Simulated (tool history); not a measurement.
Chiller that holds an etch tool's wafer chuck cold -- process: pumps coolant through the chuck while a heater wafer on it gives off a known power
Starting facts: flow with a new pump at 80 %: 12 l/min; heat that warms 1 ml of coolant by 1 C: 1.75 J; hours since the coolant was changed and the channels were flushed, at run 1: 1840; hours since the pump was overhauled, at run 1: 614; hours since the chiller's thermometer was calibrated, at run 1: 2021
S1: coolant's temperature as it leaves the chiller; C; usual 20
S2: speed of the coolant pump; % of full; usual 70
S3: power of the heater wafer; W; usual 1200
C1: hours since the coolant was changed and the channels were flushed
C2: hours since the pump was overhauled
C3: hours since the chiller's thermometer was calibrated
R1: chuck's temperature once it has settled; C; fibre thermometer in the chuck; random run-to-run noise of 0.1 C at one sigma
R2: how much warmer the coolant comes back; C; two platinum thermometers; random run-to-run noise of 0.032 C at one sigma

run,day,S1,S2,S3,C1,C2,C3,R1,R2
1,0,20,70,1200,1840,614,2021,29.1,4.1
2,1.754,20,70,1200,1882,656,2063,29,4.05
3,2.825,20,70,1200,1907,681,2089,29.1,4.08
4,3.642,20,70,1200,1927,701,2108,29.2,4.12
5,4.471,20,70,1200,1947,721,2128,29.2,4.12
6,6.267,20,70,1200,1990,764,2171,29.2,4.14
7,7.583,20,70,1200,2022,796,2203,29.3,4.15
8,8.508,20,70,1200,2044,818,2225,29.3,4.1
9,9.446,10,70,1200,2066,840,2248,19.3,4.18
10,10.708,10,70,1200,2097,871,2278,19.2,4.15
11,12.612,18,70,751,2142,916,2323,23.5,2.62
12,13.6,28,67,715,2166,940,2347,33.5,2.61
13,15.2,15,70,715,2204,978,2386,20.2,2.46
14,16.625,20,61,660,2239,1013,2420,25.5,2.65
15,17.671,28,66,1071,2264,1038,2445,37,3.95
16,18.871,20,61,877,2293,1067,2474,27.7,3.59
17,20.292,20,71,656,2327,1101,2508,24.9,2.23
18,21.421,20,61,817,2354,1128,2535,27.3,3.3
19,22.442,20,61,817,2378,1152,2559,27.2,3.34

Each row is a separate what-if for the run after 19, all from the same tool condition, not one after another. Results?
A,23.392,22,80,601,2401,1175,2582,?,?
B,23.392,16,74,817,2401,1175,2582,?,?
C,23.392,20,62,817,2401,1175,2582,?,?
D,23.392,19,95,942,2401,1175,2582,?,?

run,R1,R2
A,25.8,1.77
B,21.9,2.63
C,27.1,3.22
D,24.4,2.29
Had the tool no hidden state, the same runs would have come out as:
run,R1,R2
A,25.7,1.68
B,21.5,2.5
C,26.4,3.05
D,24,2.17

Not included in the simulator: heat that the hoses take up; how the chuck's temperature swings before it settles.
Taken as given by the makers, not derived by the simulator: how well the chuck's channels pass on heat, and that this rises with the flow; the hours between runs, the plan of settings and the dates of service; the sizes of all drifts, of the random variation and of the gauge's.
